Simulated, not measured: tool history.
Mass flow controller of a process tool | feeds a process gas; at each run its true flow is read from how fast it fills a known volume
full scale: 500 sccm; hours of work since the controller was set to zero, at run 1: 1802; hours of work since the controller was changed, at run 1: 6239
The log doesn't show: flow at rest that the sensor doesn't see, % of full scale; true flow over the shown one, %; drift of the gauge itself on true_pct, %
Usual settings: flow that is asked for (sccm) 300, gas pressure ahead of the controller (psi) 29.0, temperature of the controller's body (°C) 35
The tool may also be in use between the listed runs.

run	hour	flow that is asked for (sccm)	gas pressure ahead of the controller (psi)	temperature of the controller's body (°C)	hours of work since the controller was set to zero	hours of work since the controller was changed	true flow (%)
1	0.0	300	29.0	35	1802	6239	96.42
2	194.5	300	29.0	35	1941	6379	96.19
3	350.8	300	29.0	35	2053	6491	96.28
4	607.7	300	32.3	35	2237	6675	96.20
# hour 751.3: controller exchanged for a calibrated one
5	885.6	300	32.3	35	96	96	99.86
6	1090.0	300	27.3	35	243	243	99.58
7	1286.5	123	29.0	35	383	383	98.42
8	1415.8	123	29.0	35	476	476	98.22
9	1679.3	123	29.0	35	665	665	98.05
10	1908.6	123	29.0	35	829	829	97.82
11	2152.7	123	29.0	35	1004	1004	97.71
12	2300.5	123	29.0	35	1110	1110	97.47
13	2457.0	123	29.0	35	1222	1222	97.43
14	2601.2	123	29.0	35	1325	1325	97.33
15	2714.8	123	29.0	35	1407	1407	97.23
16	2872.6	123	29.0	35	1520	1520	97.01
17	3058.0	300	29.0	35	1653	1653	98.75
18	3189.2	300	29.0	35	1747	1747	98.44
19	3384.6	300	29.0	35	1887	1887	98.49

Run 20 comes next. What will it give?
20	3627.0	279	29.0	32	2060	2060	?

Run 20 gave true flow (%) 97.92.
Without the tool's hidden state the same run would have given true flow (%) 99.34.

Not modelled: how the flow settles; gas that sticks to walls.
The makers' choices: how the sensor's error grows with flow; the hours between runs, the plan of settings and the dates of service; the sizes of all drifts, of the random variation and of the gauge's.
